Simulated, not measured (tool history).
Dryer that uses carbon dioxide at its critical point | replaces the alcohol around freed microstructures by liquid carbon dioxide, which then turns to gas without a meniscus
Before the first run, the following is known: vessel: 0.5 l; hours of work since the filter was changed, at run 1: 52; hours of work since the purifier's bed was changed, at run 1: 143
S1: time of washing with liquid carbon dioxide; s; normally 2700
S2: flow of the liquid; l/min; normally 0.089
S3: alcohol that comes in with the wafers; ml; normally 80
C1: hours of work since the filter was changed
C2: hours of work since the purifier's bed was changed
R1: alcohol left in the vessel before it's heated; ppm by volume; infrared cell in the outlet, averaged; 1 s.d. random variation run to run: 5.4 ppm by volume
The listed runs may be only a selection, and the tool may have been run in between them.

{"run": 1, "hour": 0.0, "S1": 2700, "S2": 0.089, "S3": 80, "C1": 52, "C2": 143, "R1": 166}
{"run": 2, "hour": 18.2, "S1": 2700, "S2": 0.089, "S3": 80, "C1": 58, "C2": 149, "R1": 165}
{"run": 3, "hour": 37.9, "S1": 2700, "S2": 0.089, "S3": 80, "C1": 64, "C2": 155, "R1": 174}
{"run": 4, "hour": 47.3, "S1": 2700, "S2": 0.089, "S3": 80, "C1": 67, "C2": 158, "R1": 172}
{"run": 5, "hour": 58.6, "S1": 2700, "S2": 0.053, "S3": 80, "C1": 71, "C2": 162, "R1": 3005}
{"run": 6, "hour": 69.6, "S1": 2700, "S2": 0.053, "S3": 62, "C1": 75, "C2": 166, "R1": 2320}
{"run": 7, "hour": 83.7, "S1": 2700, "S2": 0.053, "S3": 62, "C1": 79, "C2": 170, "R1": 2340}
{"run": 8, "hour": 93.4, "S1": 2700, "S2": 0.053, "S3": 62, "C1": 82, "C2": 173, "R1": 2371}
{"run": 9, "hour": 102.5, "S1": 1800, "S2": 0.1044, "S3": 35, "C1": 85, "C2": 176, "R1": 319}
{"run": 10, "hour": 119.9, "S1": 1800, "S2": 0.1044, "S3": 35, "C1": 91, "C2": 182, "R1": 319}
{"run": 11, "hour": 134.6, "S1": 1800, "S2": 0.0533, "S3": 29, "C1": 96, "C2": 187, "R1": 4083}
{"run": 12, "hour": 143.0, "S1": 1800, "S2": 0.0533, "S3": 29, "C1": 99, "C2": 189, "R1": 4132}
{"run": 13, "hour": 154.7, "S1": 3840, "S2": 0.0763, "S3": 59, "C1": 102, "C2": 193, "R1": 62}
{"run": 14, "hour": 174.6, "S1": 3840, "S2": 0.0763, "S3": 59, "C1": 109, "C2": 200, "R1": 67}
{"run": 15, "hour": 184.6, "S1": 3840, "S2": 0.0763, "S3": 59, "C1": 112, "C2": 203, "R1": 58}
{"run": 16, "hour": 201.2, "S1": 3600, "S2": 0.1192, "S3": 46, "C1": 117, "C2": 208, "R1": 43}

Predict each of these 3 candidate next runs independently; none follows another, all start after run 16:
{"run": "A", "hour": 214.0, "S1": 3780, "S2": 0.089, "S3": 80, "C1": 122, "C2": 212, "R1": "?"}
{"run": "B", "hour": 214.0, "S1": 2700, "S2": 0.0601, "S3": 80, "C1": 122, "C2": 212, "R1": "?"}
{"run": "C", "hour": 214.0, "S1": 2700, "S2": 0.0797, "S3": 80, "C1": 122, "C2": 212, "R1": "?"}

run=A R1=56
run=B R1=1726
run=C R1=375
Without the tool's unlogged condition, the same runs would have read:
run=A R1=18
run=B R1=1606
run=C R1=317

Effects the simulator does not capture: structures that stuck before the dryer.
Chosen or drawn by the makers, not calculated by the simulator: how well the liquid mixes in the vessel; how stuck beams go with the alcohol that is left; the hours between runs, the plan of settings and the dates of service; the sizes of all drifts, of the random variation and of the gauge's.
